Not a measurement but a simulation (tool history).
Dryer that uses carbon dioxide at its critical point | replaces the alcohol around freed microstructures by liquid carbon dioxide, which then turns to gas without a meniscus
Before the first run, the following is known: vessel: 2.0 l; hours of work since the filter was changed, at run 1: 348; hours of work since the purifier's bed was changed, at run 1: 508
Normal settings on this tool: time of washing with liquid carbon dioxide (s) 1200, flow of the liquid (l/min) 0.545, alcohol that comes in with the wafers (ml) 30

run,hour,time of washing with liquid carbon dioxide (s),flow of the liquid (l/min),alcohol that comes in with the wafers (ml),hours of work since the filter was changed,hours of work since the purifier's bed was changed,alcohol left in the vessel before it's heated (ppm by volume)
1,0.0,1200,0.545,30,348,508,270
2,9.6,1200,0.545,30,354,514,286
3,28.8,1200,0.545,30,366,527,287
4,46.2,1200,0.545,82,378,538,627
5,65.9,1200,0.545,82,391,551,631
6,82.9,1200,0.545,82,402,562,635
# hour 94.3: inlet filter changed
7,104.3,1200,0.545,82,7,575,517
8,113.5,1200,0.545,82,13,581,518
9,129.3,1200,0.545,30,23,592,242
10,149.7,1200,0.545,30,36,605,251
11,166.3,1200,0.545,30,47,616,258
12,184.7,1200,0.545,30,59,628,255
13,200.0,1200,0.545,30,69,638,258
14,213.0,900,0.587,40,78,646,608
15,229.1,900,0.587,40,88,657,632
16,243.4,780,0.399,50,97,666,2966
17,264.3,780,0.820,40,111,680,374
18,275.6,1740,0.335,36,118,687,415
19,289.0,840,0.690,44,127,696,521

Describe how what the log doesn't record of the tool's condition differs between the last listed run preceding each entry between runs and the first listed run following it.
In the gap between runs 6 and 7: inlet filter changed (hour 94.3)
  flow that reaches the vessel past the clogged filter, %: 94.1 -> 99.6; alcohol in the recycled carbon dioxide, ppm: 84.3 -> 86.1
  measured result minus the result with no hidden state, alcohol left in the vessel before it's heated (ppm by volume): +209 -> +90

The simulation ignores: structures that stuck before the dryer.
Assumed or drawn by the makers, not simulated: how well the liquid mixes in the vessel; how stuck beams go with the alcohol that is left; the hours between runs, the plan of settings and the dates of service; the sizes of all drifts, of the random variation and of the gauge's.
